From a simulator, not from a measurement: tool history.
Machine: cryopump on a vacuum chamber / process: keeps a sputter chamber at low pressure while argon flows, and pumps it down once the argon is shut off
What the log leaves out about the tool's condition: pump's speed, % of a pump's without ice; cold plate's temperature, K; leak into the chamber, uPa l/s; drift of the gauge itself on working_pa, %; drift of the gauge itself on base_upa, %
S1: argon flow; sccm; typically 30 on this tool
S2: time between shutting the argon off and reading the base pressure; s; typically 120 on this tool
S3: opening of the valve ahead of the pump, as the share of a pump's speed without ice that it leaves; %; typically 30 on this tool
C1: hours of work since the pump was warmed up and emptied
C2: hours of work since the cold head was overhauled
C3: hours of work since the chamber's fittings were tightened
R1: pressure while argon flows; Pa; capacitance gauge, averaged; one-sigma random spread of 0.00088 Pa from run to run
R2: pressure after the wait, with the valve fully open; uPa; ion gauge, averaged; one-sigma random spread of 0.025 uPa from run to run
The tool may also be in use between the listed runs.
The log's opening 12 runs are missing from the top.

run   hour  S1   S2  S3   C1   C2    C3      R1    R2
 13  176.2  30  120  31  178  178  1360  0.1807  3.44
 14  186.3  30   52  31  184  184  1366  0.1823  4.51
 15  195.9  30   52  31  189  189  1372  0.1824  4.33
 16  213.3  30   52  31  199  199  1382  0.1828  4.34
 17  231.3  30   52  31  210  210  1393  0.1818  4.54
 18  242.7  30   52  31  217  217  1399  0.1835  4.45
 19  262.6  30  120  32  228  228  1411  0.1768  3.66
 20  273.3  30  120  32  235  235  1417  0.1801  3.62
 21  288.9  36   45  18  244  244  1426  0.3743  4.74
 22  297.5  36   45  18  249  249  1431  0.3747  4.81
 23  314.9  30  120  42  259  259  1441  0.1373  3.72
 24  331.6  30  120  42  269  269  1451  0.1384  3.82
 25  349.2  33   28  17  279  279  1461  0.3612  5.96
 26  363.7  33   28  17  287  287  1470  0.3633  5.86
 27  372.8  30   37  30  293  293  1475  0.1904  5.18
 28  385.7  30   58  30  300  300  1483  0.1919  4.61
 29  398.3  30   58  30  308  308  1490  0.1922  4.53
 30  407.6  24  120  56  313  313  1496  0.0856  3.94
 31  416.2  24   20  29  318  318  1501  0.1579  7.25
 32  436.7  19   22  42  330  330  1513  0.0890  6.82
 33  456.0  19   22  42  341  341  1524  0.0895  6.96
 34  465.9  20  120  26  347  347  1530  0.1475  4.10
 35  474.1  20  120  26  352  352  1535  0.1485  4.15

What if the next run were any one of these 3? Each begins from the tool's condition after run 35:
  A  484.8  30  132  30  358  358  1541   ?   ?
  B  484.8  31  120  26  358  358  1541   ?   ?
  C  484.8  22  110  44  358  358  1541   ?   ?

run      R1    R2
  A  0.1932  4.17
  B  0.2291  4.05
  C  0.0989  4.21
What these runs would have given with no unlogged condition in the tool:
run      R1    R2
  A  0.1819  0.92
  B  0.2175  0.91
  C  0.0906  1.01
